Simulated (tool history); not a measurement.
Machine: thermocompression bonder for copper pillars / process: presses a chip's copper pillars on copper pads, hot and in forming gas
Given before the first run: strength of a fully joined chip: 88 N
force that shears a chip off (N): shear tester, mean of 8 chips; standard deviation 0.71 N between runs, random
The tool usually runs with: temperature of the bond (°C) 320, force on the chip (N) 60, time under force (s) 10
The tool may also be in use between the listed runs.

| run | hour | temperature of the bond (°C) | force on the chip (N) | time under force (s) | force that shears a chip off (N) |
|---|---|---|---|---|---|
| 1 | 0.0 | 320 | 60 | 10 | 60.1 |
| 2 | 8.2 | 320 | 60 | 10 | 62.2 |
| 3 | 16.3 | 320 | 60 | 10 | 60.5 |
| 4 | 29.5 | 320 | 60 | 10 | 62.1 |
| 5 | 40.1 | 320 | 60 | 5 | 51.4 |
| 6 | 52.9 | 320 | 60 | 27 | 72.4 |
| 7 | 63.3 | 320 | 53 | 10 | 58.4 |
| 8 | 74.4 | 320 | 60 | 10 | 61.2 |
| 9 | 85.9 | 320 | 60 | 8 | 56.8 |
| 10 | 100.9 | 320 | 60 | 10 | 61.0 |
| 11 | 115.2 | 320 | 60 | 10 | 59.6 |
|  | 116.7 | forming gas filter changed |
| 12 | 127.3 | 328 | 51 | 12 | 65.1 |
| 13 | 138.0 | 328 | 51 | 12 | 66.0 |
| 14 | 150.9 | 328 | 51 | 12 | 64.8 |

Run 15 is up next; what results do you expect?
| 15 | 165.8 | 308 | 60 | 10 | ? |

force that shears a chip off (N): 56.5
On a tool with no hidden condition, and with the same random variation, this run would have come out at force that shears a chip off (N) 53.0.

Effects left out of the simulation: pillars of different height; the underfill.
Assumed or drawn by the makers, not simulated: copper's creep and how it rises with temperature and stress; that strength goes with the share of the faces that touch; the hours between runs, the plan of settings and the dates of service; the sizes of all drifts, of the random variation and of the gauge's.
